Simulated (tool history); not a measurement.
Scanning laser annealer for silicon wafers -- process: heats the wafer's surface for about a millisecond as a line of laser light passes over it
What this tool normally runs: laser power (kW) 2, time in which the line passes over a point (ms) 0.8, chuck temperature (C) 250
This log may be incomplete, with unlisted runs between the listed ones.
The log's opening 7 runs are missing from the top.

run   hour  laser power (kW)  time in which the line passes over a point (ms)  chuck temperature (C)  highest temperature of the surface (C)
  8    108                 2                                              0.8                    250                                     964
  9  126.9             1.899                                              0.8                    250                                     927
 10  146.8             1.768                                              0.8                    250                                     878
 11  156.5             1.768                                              0.8                    250                                     881
 12  176.7                 2                                              0.8                    250                                     962
 13    188                 2                                              0.8                    250                                     961
 14  201.5                 2                                              0.8                    250                                     965
 15  214.2                 2                                              0.8                    250                                     959
 16  226.1                 2                                              0.8                    250                                     960
 17  244.2                 2                                              0.8                    250                                     963
 18  262.2                 2                                              0.8                    250                                     960
 19  277.8                 2                                              0.8                    250                                     959
 20  294.4                 2                                              0.8                    250                                     957
 21  310.3              1.88                                            0.677                    224                                     836
 22  323.7              1.88                                            0.677                    224                                     836
 23  340.1              1.88                                            0.677                    224                                     834
 24  354.8             1.814                                            0.677                    224                                     813

Run 25 comes next. What will it give?
 25  364.4             1.913                                              0.8                    250                                       ?

{"run 25": {"highest temperature of the surface (C)": 927}}
With no hidden state in the tool, this same run would have given highest temperature of the surface (C) 947.

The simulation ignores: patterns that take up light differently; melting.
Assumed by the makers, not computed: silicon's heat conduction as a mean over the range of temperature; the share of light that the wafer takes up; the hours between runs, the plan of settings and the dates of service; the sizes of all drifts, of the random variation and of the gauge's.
